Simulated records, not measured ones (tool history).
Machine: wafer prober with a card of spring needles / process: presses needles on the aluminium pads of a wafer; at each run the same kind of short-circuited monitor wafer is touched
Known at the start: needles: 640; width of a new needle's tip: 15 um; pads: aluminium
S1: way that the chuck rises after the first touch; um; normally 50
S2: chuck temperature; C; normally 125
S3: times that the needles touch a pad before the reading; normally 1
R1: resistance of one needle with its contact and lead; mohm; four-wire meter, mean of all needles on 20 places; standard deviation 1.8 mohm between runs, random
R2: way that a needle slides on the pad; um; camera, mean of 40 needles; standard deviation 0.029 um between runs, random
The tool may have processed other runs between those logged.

run   hour  S1   S2  S3   R1     R2
  1      0  50  125   1  219  10.56
        12  -- tips cleaned on abrasive film
      30.2  -- tips cleaned on abrasive film
      48.7  -- tips cleaned on abrasive film
  2   64.8  50  125   1  231  10.53
      68.9  -- tips cleaned on abrasive film
        89  -- tips cleaned on abrasive film
     105.2  -- tips cleaned on abrasive film
  3  119.8  50  125   1  228  10.44
     123.9  -- tips cleaned on abrasive film
     143.5  -- tips cleaned on abrasive film
     162.8  -- tips cleaned on abrasive film
  4  173.2  50  125   1  235  10.44
     181.4  -- tips cleaned on abrasive film
     201.3  -- tips cleaned on abrasive film
  5  211.5  50  125   1  232  10.37
     219.1  -- tips cleaned on abrasive film
     239.2  -- tips cleaned on abrasive film
     251.6  -- height of the first contact set anew
     257.3  -- tips cleaned on abrasive film
  6  257.3  50  125   1  199  10.59
     273.6  -- tips cleaned on abrasive film
     293.8  -- tips cleaned on abrasive film
       312  -- tips cleaned on abrasive film
  7    312  50  125   1  202  10.61
     328.3  -- tips cleaned on abrasive film
       348  -- tips cleaned on abrasive film
  8  353.1  50  125   1  223  10.58
     368.2  -- tips cleaned on abrasive film
     388.3  -- tips cleaned on abrasive film
     404.5  -- tips cleaned on abrasive film
  9  408.8  50  125   1  222  10.54
     423.4  -- tips cleaned on abrasive film, once more
     443.3  -- tips cleaned on abrasive film
 10    459  50  125   1  232  10.47
     463.1  -- tips cleaned on abrasive film
     483.3  -- tips cleaned on abrasive film
     502.3  -- tips cleaned on abrasive film
     521.7  -- tips cleaned on abrasive film
 11  524.3  53   32   1  195  10.98
     539.7  -- tips cleaned on abrasive film
       560  -- tips cleaned on abrasive film
     567.4  -- height of the first contact set anew
 12  573.4  53   26   1  215   11.3
     577.6  -- tips cleaned on abrasive film
       597  -- tips cleaned on abrasive film
 13  606.8  53   26   1  212  11.28
     614.9  -- tips cleaned on abrasive film
     634.9  -- tips cleaned on abrasive film
     652.5  -- tips cleaned on abrasive film
 14  652.5  53   26   1  177  11.21
     672.3  -- tips cleaned on abrasive film
     688.6  -- tips cleaned on abrasive film
 15    693  32  118   2  243    6.7
     708.8  -- tips cleaned on abrasive film
     728.2  -- tips cleaned on abrasive film
     744.4  -- tips cleaned on abrasive film
 16  746.3  32  118   2  227   6.65
     761.6  -- tips cleaned on abrasive film
     780.5  -- tips cleaned on abrasive film
 17  781.1  34   28   1  202      7
     797.3  -- tips cleaned on abrasive film
     816.5  -- tips cleaned on abrasive film
     835.2  -- tips cleaned on abrasive film
 18  835.2  56  115   2  192  11.69

For some of the steps in R1 from one run to the next: how much would appear even if the tool had no hidden state, given the settings, what came in and random variation, and how much remains for the hidden state plus any gauge scatter that the measured result and the result without hidden state don't share?
The hidden state here: debris on the tips, nm; way that the needles fall short of the set height, um; tips' diameter, um; drift of the gauge itself on contact_mohm, %; drift of the gauge itself on scrub_um, %.
Run 14 -> 15: S1 53 -> 32, S2 26 -> 118, S3 1 -> 2, tips cleaned on abrasive film, tips cleaned on abrasive film. R1 +66 mohm: hidden state +37, all else +29.
